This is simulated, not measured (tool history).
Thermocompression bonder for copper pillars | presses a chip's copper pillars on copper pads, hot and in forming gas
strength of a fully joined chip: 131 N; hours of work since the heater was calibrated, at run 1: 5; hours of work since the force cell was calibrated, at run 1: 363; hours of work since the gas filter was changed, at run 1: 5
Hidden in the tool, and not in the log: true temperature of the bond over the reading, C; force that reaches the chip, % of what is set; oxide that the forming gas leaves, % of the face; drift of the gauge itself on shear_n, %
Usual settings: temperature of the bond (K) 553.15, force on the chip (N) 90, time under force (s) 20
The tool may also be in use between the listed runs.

run   hour  temperature of the bond (K)  force on the chip (N)  time under force (s)  hours of work since the heater was calibrated  hours of work since the force cell was calibrated  hours of work since the gas filter was changed  force that shears a chip off (N)
  1      0                       553.15                     90                    20                                              5                                                363                                               5                              49.6
  2    5.6                       568.15                     90                    20                                              7                                                365                                               7                              61.6
  3     11                       568.15                     90                    20                                              9                                                368                                               9                              63.1
  4   17.6                       568.15                     90                    20                                             12                                                370                                              12                              62.1
  5   24.2                       553.15                     90                    52                                             15                                                373                                              15                              69.7
  6     33                       553.15                     90                    51                                             18                                                377                                              18                              68.5
  7   39.2                       553.15                     90                    51                                             21                                                379                                              21                                70
  8   43.1                       553.15                     90                    20                                             22                                                381                                              22                              50.2
  9   49.1                       553.15                     89                    20                                             25                                                384                                              25                              49.1
 10   53.2                       553.15                     89                    20                                             27                                                385                                              27                                49
 11   59.8                       553.15                     95                    20                                             29                                                388                                              29                              50.3
 12   64.6                       553.15                     90                    20                                             31                                                390                                              31                              49.2
 13   70.2                       553.15                     90                    20                                             34                                                392                                              34                              48.3
 14   75.7                       553.15                     90                    20                                             36                                                395                                              36                              48.5
 15     83                       553.15                    120                    20                                             39                                                398                                              39                              55.9
 16   87.3                       553.15                    120                    20                                             41                                                399                                              41                              56.8
 17   92.3                       553.15                    116                    20                                             43                                                401                                              43                              55.2
 18   97.7                       553.15                    116                    20                                             45                                                404                                              45                              54.7
 19  106.7                       553.15                     90                    11                                             49                                                407                                              49                                37
 20  114.3                       553.15                     90                    11                                             52                                                411                                              52                                37
 21  118.7                       553.15                    133                    23                                             54                                                412                                              54                              62.1
 22  125.9                       553.15                    125                    20                                             57                                                415                                              57                              56.4
 23  130.5                       537.15                     89                    20                                             59                                                417                                              59                              35.7
 24    136                       558.15                     57                    34                                             61                                                420                                              61                                49
 25  143.4                       553.15                     60                    12                                             64                                                423                                              64                              31.9
 26    152                       553.15                     60                    12                                             68                                                426                                              68                              30.6
 27  159.8                       541.15                     66                    12                                             71                                                429                                              71                              26.6
 28  166.9                       572.15                     90                    20                                             74                                                432                                              74                              61.9
 29  172.8                       531.15                     85                    14                                             76                                                435                                              76                              26.9
 30  179.6                       553.15                    108                    16                                             79                                                438                                              79                                48
 31  183.9                       553.15                    108                    16                                             81                                                439                                              81                              48.4
 32  192.6                       557.15                    112                    35                                             84                                                443                                              84                              67.9
 33    201                       550.15                    118                    37                                             88                                                446                                              88                              63.9
 34  206.6                       566.15                     92                    32                                             90                                                449                                              90                              66.7
 35  212.5                       544.15                    119                    26                                             93                                                451                                              93                              51.6
 36  216.6                       544.15                    119                    26                                             94                                                453                                              94                              50.4
 37  220.9                       555.15                    132                    12                                             96                                                455                                              96                              48.8
 38    229                       555.15                     76                    12                                             99                                                458                                              99                              34.8
 39  237.5                       541.15                     90                    18                                            103                                                462                                             103                              36.2

Measured less the same run without the tool's hidden state. The same run-to-run variation is in both; the gauge's scatter may not be:
run  force that shears a chip off (N)
  1                              +0.5
  2                              +0.5
  3                              +0.3
  4                              +0.1
  5                                +0
  6                              -0.3
  7                              -0.4
  8                              -0.3
  9                              -0.4
 10                              -0.5
 11                              -0.7
 12                              -0.7
 13                              -0.8
 14                                -1
 15                              -1.3
 16                              -1.4
 17                              -1.5
 18                              -1.6
 19                              -1.2
 20                              -1.3
 21                              -2.5
 22                              -2.4
 23                              -1.5
 24                              -2.2
 25                              -1.4
 26                              -1.6
 27                              -1.5
 28                              -3.9
 29                              -1.6
 30                              -3.1
 31                              -3.3
 32                              -4.9
 33                              -4.8
 34                              -5.4
 35                              -4.1
 36                              -4.2
 37                              -4.2
 38                              -3.1
 39                              -3.2
